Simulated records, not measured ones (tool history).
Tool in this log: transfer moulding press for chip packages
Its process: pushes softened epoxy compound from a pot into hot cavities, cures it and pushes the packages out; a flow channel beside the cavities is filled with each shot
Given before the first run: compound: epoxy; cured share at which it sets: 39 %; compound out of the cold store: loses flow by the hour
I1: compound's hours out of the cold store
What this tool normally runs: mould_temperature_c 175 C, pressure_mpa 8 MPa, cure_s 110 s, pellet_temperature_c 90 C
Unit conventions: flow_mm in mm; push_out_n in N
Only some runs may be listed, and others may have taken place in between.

Run 1, hour 0: usual settings; I1 20.5. Result: flow_mm 912 mm, push_out_n 693 N.
At hour 10.7: cavities cleaned with cleaning compound and waxed.
Run 2, hour 29.2: usual settings; I1 35.9. Result: flow_mm 876 mm, push_out_n 881 N.
At hour 35.2: plunger's sealing rings changed.
Run 3, hour 47.1: usual settings but pressure_mpa 8.09 MPa; I1 27.7. Result: flow_mm 954 mm, push_out_n 889 N.
Run 4, hour 64.3: usual settings but pressure_mpa 9.04 MPa; I1 33.5. Result: flow_mm 986 mm, push_out_n 918 N.
Run 5, hour 83.3: usual settings but pressure_mpa 8.49 MPa; I1 24.9. Result: flow_mm 971 mm, push_out_n 917 N.
At hour 87.5: mould's thermocouples calibrated.
At hour 97.5: cavities cleaned with cleaning compound and waxed.
At hour 101: cavities cleaned with cleaning compound and waxed, once more.
Run 6, hour 113: usual settings but pressure_mpa 8.49 MPa; I1 35.7. Result: flow_mm 945 mm, push_out_n 420 N.
Run 7, hour 138.9: usual settings but pressure_mpa 8.49 MPa; I1 41.2. Result: flow_mm 929 mm, push_out_n 519 N.
Run 8, hour 154.1: usual settings but pressure_mpa 9.57 MPa; I1 38.8. Result: flow_mm 990 mm, push_out_n 596 N.
Run 9, hour 178.3: usual settings; I1 17.4. Result: flow_mm 950 mm, push_out_n 672 N.
At hour 182.6: cavities cleaned with cleaning compound and waxed.
Run 10, hour 194.6: usual settings; I1 23.9. Result: flow_mm 929 mm, push_out_n 441 N.
Run 11, hour 215.7: usual settings but pressure_mpa 7.16 MPa; I1 43. Result: flow_mm 837 mm, push_out_n 501 N.
Run 12, hour 235.7: usual settings but pressure_mpa 7.16 MPa; I1 12. Result: flow_mm 905 mm, push_out_n 613 N.
Run 13, hour 252.1: usual settings but pressure_mpa 7.16 MPa; I1 35.5. Result: flow_mm 851 mm, push_out_n 636 N.
At hour 264.1: cavities cleaned with cleaning compound and waxed.
Run 14, hour 279.7: usual settings but pressure_mpa 7.16 MPa; I1 9.7. Result: flow_mm 902 mm, push_out_n 469 N.
Run 15, hour 291.4: usual settings but pressure_mpa 7.16 MPa; I1 30.7. Result: flow_mm 858 mm, push_out_n 518 N.
Run 16, hour 305.7: usual settings but mould_temperature_c 182 C, pressure_mpa 8.44 MPa, cure_s 94 s, pellet_temperature_c 85 C; I1 46.8. Result: flow_mm 875 mm, push_out_n 483 N.
Run 17, hour 321.7: usual settings but pressure_mpa 6.26 MPa, pellet_temperature_c 95 C; I1 19.4. Result: flow_mm 822 mm, push_out_n 614 N.
At hour 346.8: cavities cleaned with cleaning compound and waxed.
Run 18, hour 348: usual settings but mould_temperature_c 180 C, pressure_mpa 7.11 MPa, cure_s 122 s, pellet_temperature_c 99 C; I1 29.5. Result: flow_mm 834 mm, push_out_n 291 N.
Run 19, hour 363.2: usual settings but pressure_mpa 7.28 MPa, pellet_temperature_c 93 C; I1 30.1. Result: flow_mm 855 mm, push_out_n 452 N.
Run 20, hour 375.1: usual settings but pressure_mpa 7.28 MPa, pellet_temperature_c 93 C; I1 13.1. Result: flow_mm 892 mm, push_out_n 516 N.
Run 21, hour 396.7: usual settings but mould_temperature_c 181 C, pressure_mpa 8.22 MPa, pellet_temperature_c 86 C; I1 12. Result: flow_mm 931 mm, push_out_n 474 N.
At hour 407.6: plunger's sealing rings changed.
Run 22, hour 416.3: usual settings but mould_temperature_c 181 C, pressure_mpa 8.22 MPa, pellet_temperature_c 86 C; I1 30.1. Result: flow_mm 937 mm, push_out_n 523 N.
At hour 431.6: cavities cleaned with cleaning compound and waxed.
Run 23, hour 433.4: usual settings but mould_temperature_c 181 C, pressure_mpa 8.22 MPa, cure_s 145 s, pellet_temperature_c 86 C; I1 37.2. Result: flow_mm 917 mm, push_out_n 272 N.
Run 24, hour 457.8: usual settings but mould_temperature_c 181 C, pressure_mpa 8.22 MPa, cure_s 145 s, pellet_temperature_c 86 C; I1 41.9. Result: flow_mm 905 mm, push_out_n 369 N.
Run 25, hour 480.2: usual settings but pressure_mpa 9.79 MPa, cure_s 128 s, pellet_temperature_c 92 C; I1 34.1. Result: flow_mm 1019 mm, push_out_n 489 N.
Run 26, hour 501.8: usual settings but mould_temperature_c 168 C, pressure_mpa 9.79 MPa, cure_s 128 s, pellet_temperature_c 86 C; I1 39.8. Result: flow_mm 1022 mm, push_out_n 737 N.
At hour 513.7: cavities cleaned with cleaning compound and waxed.
Run 27, hour 517.8: usual settings but mould_temperature_c 168 C, pressure_mpa 9.79 MPa, cure_s 128 s, pellet_temperature_c 86 C; I1 27.9. Result: flow_mm 1047 mm, push_out_n 470 N.
Run 28, hour 535.9: usual settings but mould_temperature_c 168 C, pressure_mpa 9.79 MPa, cure_s 128 s, pellet_temperature_c 86 C; I1 33.5. Result: flow_mm 1027 mm, push_out_n 591 N.

Branching from run 28: 4 alternative next runs. What would each branch give?
Run A, hour 551.1: usual settings but mould_temperature_c 174 C, pressure_mpa 9.79 MPa, cure_s 143 s, pellet_temperature_c 86 C; I1 38.7. Result: flow_mm ?, push_out_n ?.
Run B, hour 551.1: usual settings but mould_temperature_c 173 C, cure_s 90 s, pellet_temperature_c 86 C; I1 13.7. Result: flow_mm ?, push_out_n ?.
Run C, hour 551.1: usual settings but mould_temperature_c 178 C, cure_s 103 s, pellet_temperature_c 83 C; I1 44.1. Result: flow_mm ?, push_out_n ?.
Run D, hour 551.1: usual settings but mould_temperature_c 182 C, pressure_mpa 9.79 MPa, cure_s 131 s, pellet_temperature_c 86 C; I1 26. Result: flow_mm ?, push_out_n ?.

run  flow_mm  push_out_n
  A      999         413
  B      966        1003
  C      880         548
  D     1009         402
What these runs would have given with no unlogged condition in the tool:
run  flow_mm  push_out_n
  A     1021         268
  B      987         653
  C      900         360
  D     1031         262

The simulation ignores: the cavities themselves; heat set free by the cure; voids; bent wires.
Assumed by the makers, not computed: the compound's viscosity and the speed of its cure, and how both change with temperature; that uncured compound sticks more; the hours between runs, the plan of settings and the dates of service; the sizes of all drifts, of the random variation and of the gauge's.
